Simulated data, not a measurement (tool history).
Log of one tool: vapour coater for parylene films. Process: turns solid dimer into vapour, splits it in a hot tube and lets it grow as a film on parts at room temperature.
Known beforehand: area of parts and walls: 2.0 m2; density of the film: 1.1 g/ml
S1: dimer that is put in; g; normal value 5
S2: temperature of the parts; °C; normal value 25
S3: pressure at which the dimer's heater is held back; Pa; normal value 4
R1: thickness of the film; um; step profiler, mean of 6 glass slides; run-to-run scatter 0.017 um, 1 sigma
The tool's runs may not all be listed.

{"run": 1, "hour": 0.0, "S1": 5, "S2": 25, "S3": 4, "R1": 1.43}
{"run": 2, "hour": 13.6, "S1": 5, "S2": 25, "S3": 4, "R1": 1.43}
{"run": 3, "hour": 33.9, "S1": 5, "S2": 25, "S3": 7.14, "R1": 1.28}
{"run": 4, "hour": 54.6, "S1": 4, "S2": 25, "S3": 4, "R1": 1.15}
{"run": 5, "hour": 67.0, "S1": 4, "S2": 25, "S3": 4, "R1": 1.14}
{"run": 6, "hour": 87.6, "S1": 5, "S2": 25, "S3": 4, "R1": 1.42}
{"run": 7, "hour": 100.3, "S1": 4, "S2": 21, "S3": 4, "R1": 1.23}
{"run": 8, "hour": 114.0, "S1": 5, "S2": 25, "S3": 11.79, "R1": 1.17}
{"run": 9, "hour": 123.6, "S1": 6, "S2": 21, "S3": 4, "R1": 1.86}
{"run": 10, "hour": 132.4, "S1": 3, "S2": 22, "S3": 4.79, "R1": 0.86}
{"run": 11, "hour": 148.2, "S1": 3, "S2": 22, "S3": 4.79, "R1": 0.9}
{"run": 12, "hour": 166.3, "S1": 3, "S2": 22, "S3": 4.79, "R1": 0.87}

Forecast each of these 3 alternatives for the next run:
{"run": "A", "hour": 175.1, "S1": 3, "S2": 20, "S3": 4.79, "R1": "?"}
{"run": "B", "hour": 175.1, "S1": 4, "S2": 25, "S3": 4, "R1": "?"}
{"run": "C", "hour": 175.1, "S1": 3, "S2": 22, "S3": 2.45, "R1": "?"}

run=A R1=0.92
run=B R1=1.17
run=C R1=1
Stripped of hidden state, with their random variation kept, the same runs would have yielded:
run=A R1=0.93
run=B R1=1.17
run=C R1=1

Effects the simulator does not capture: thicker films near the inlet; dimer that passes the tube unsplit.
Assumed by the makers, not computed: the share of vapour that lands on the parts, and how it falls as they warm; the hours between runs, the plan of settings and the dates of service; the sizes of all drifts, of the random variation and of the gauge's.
